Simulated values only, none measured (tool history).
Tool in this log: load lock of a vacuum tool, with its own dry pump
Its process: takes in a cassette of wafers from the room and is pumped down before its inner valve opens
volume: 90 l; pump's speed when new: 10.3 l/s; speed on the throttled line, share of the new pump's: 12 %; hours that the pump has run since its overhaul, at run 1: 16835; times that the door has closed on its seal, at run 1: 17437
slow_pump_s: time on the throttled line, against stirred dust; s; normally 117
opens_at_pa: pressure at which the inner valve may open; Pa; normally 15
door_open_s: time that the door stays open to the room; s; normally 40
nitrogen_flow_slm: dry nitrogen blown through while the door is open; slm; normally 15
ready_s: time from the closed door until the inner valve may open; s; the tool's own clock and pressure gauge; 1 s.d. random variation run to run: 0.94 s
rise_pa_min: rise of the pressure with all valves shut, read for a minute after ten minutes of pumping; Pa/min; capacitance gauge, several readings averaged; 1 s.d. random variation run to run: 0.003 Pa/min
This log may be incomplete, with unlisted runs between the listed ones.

run,day,slow_pump_s,opens_at_pa,door_open_s,nitrogen_flow_slm,hours that the pump has run since its overhaul,times that the door has closed on its seal,"incoming humidity of the room's air, %",ready_s,rise_pa_min
1,0.000,117,15,40,15,16835,17437,44.3,178.7,0.033
2,9.675,117,15,40,15,17067,18020,46.9,179.9,0.035
3,17.188,117,15,225,15,17247,18472,46.2,179.8,0.062
4,21.138,117,15,57,15,17342,18709,45.2,181.3,0.032
5,27.462,117,15,57,15,17494,19090,45.4,180.5,0.036
6,36.471,117,27,57,15,17710,19632,45.1,174.2,0.035
7,44.821,117,15,40,15,17910,20135,42.6,179.4,0.029
8,52.779,151,20,29,13,18101,20614,46.5,206.4,0.029
9,57.583,151,14,73,13,18217,20903,44.3,210.5,0.043
10,64.092,167,23,74,42,18373,21295,47.7,220.9,0.026
11,68.333,117,15,51,18,18475,21550,42.9,179.5,0.033
12,75.246,117,15,51,18,18641,21966,42.0,181.0,0.029
13,81.267,117,15,51,18,18785,22328,45.8,181.9,0.036
14,90.208,64,17,33,18,19000,22866,44.5,131.6,0.026

Below are 4 alternative next runs, each starting from the tool's condition after run 14. Predict each:
A,97.442,64,21,111,10,19173,23302,43.5,?,?
B,97.442,117,15,49,5,19173,23302,42.7,?,?
C,97.442,117,12,40,8,19173,23302,47.1,?,?
D,97.442,58,17,33,18,19173,23302,45.9,?,?

run,ready_s,rise_pa_min
A,130.9,0.052
B,181.5,0.042
C,182.4,0.040
D,126.2,0.027
What these runs would have given with no unlogged condition in the tool:
run,ready_s,rise_pa_min
A,130.8,0.052
B,181.4,0.042
C,182.3,0.040
D,126.1,0.026

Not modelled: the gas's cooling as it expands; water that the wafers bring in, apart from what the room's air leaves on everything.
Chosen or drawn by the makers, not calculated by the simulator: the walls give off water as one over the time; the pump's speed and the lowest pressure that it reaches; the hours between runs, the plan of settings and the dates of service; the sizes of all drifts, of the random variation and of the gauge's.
